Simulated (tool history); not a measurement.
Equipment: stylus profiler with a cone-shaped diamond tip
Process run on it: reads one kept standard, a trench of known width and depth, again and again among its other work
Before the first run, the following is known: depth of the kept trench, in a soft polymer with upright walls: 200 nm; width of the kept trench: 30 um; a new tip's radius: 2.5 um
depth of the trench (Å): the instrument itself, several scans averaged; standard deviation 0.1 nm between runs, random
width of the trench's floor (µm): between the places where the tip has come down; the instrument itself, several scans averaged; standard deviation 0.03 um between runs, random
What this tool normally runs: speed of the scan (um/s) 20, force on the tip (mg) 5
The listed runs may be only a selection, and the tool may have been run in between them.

run,hour,speed of the scan (um/s),force on the tip (mg),depth of the trench (Å),width of the trench's floor (µm)
1,0,20,5,2033.4,27.29
2,41.9,20,5,2032.9,27.18
3,87.2,20,5,2035.6,27.18
4,122.9,20,5,2034.2,27.15
5,147.4,20,4.93,2033.5,27.19
6,190.5,20,4.93,2032.2,27.12
# hour 193.6: height scale calibrated on a step standard
7,229.7,20,5,2036.1,27.13
8,273.6,20,5,2036.2,27.13
9,299,20,11.06,2056.4,27.08
10,327.7,20,5,2036.9,27.03
11,368.1,9,5,2035.3,27.01
12,414.6,20,3.68,2033.5,26.99
# hour 443.9: height scale calibrated on a step standard, once more
13,458.1,16,12.87,2056.8,27.01
14,491.5,16,12.87,2056.9,27.02
15,523.2,71,2.16,2016.9,26.64
16,554.7,71,2.16,2019.2,26.57
17,583.2,30,5,2030.4,26.94
18,627.7,30,5,2030.6,26.88
19,657,35,9.88,2047.9,26.84
20,695.8,20,2.91,2021.2,26.84

Branching from run 20: 5 alternative next runs. What would each branch give?
A,725.6,15,2.91,?,?
B,725.6,11,3.65,?,?
C,725.6,80,4.82,?,?
D,725.6,24,2.13,?,?
E,725.6,9,5,?,?

run,depth of the trench (Å),width of the trench's floor (µm)
A,2021.8,26.86
B,2026.2,26.88
C,2030.2,26.57
D,2019.1,26.79
E,2027.2,26.86
With no hidden state in the tool, these same runs would have given:
run,depth of the trench (Å),width of the trench's floor (µm)
A,2019.8,27.98
B,2024.2,28
C,2028.1,27.69
D,2017.1,27.91
E,2025.2,27.99
